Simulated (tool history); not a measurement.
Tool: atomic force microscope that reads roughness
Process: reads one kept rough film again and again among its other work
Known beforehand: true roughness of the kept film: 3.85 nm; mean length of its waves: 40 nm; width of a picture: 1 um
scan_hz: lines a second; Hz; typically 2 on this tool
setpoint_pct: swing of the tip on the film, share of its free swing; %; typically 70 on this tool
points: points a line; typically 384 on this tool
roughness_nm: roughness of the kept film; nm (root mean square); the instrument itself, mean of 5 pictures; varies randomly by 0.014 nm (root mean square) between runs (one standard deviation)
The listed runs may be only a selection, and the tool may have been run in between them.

run 1 hour=0 | scan_hz=2 setpoint_pct=70 points=384 | roughness_nm=3.246
run 2 hour=25 | scan_hz=2 setpoint_pct=70 points=384 | roughness_nm=3.241
run 3 hour=49 | scan_hz=2 setpoint_pct=70 points=384 | roughness_nm=3.207
run 4 hour=64.4 | scan_hz=2 setpoint_pct=70 points=384 | roughness_nm=3.204
-- hour=84.4 new tip fitted
run 5 hour=89.2 | scan_hz=2 setpoint_pct=70 points=384 | roughness_nm=3.416
run 6 hour=106.8 | scan_hz=2 setpoint_pct=70 points=743 | roughness_nm=3.401
run 7 hour=131.7 | scan_hz=2 setpoint_pct=70 points=743 | roughness_nm=3.369
run 8 hour=147.5 | scan_hz=2 setpoint_pct=70 points=743 | roughness_nm=3.418
run 9 hour=173.1 | scan_hz=2 setpoint_pct=70 points=384 | roughness_nm=3.37
run 10 hour=204.5 | scan_hz=2 setpoint_pct=70 points=384 | roughness_nm=3.333
run 11 hour=229.7 | scan_hz=2 setpoint_pct=70 points=384 | roughness_nm=3.302
run 12 hour=257.5 | scan_hz=2.49 setpoint_pct=70 points=384 | roughness_nm=3.253
-- hour=260.8 height scale calibrated on a step standard
run 13 hour=290.1 | scan_hz=0.77 setpoint_pct=70 points=391 | roughness_nm=3.396

Expected results for the next run?
run 14 hour=304.4 | scan_hz=2 setpoint_pct=76 points=384 | roughness_nm=?

roughness_nm: 3.178 nm (root mean square)
Take away the tool's hidden state, keep the run-to-run variation as it was, and the same run would have given roughness_nm 3.356 nm (root mean square).

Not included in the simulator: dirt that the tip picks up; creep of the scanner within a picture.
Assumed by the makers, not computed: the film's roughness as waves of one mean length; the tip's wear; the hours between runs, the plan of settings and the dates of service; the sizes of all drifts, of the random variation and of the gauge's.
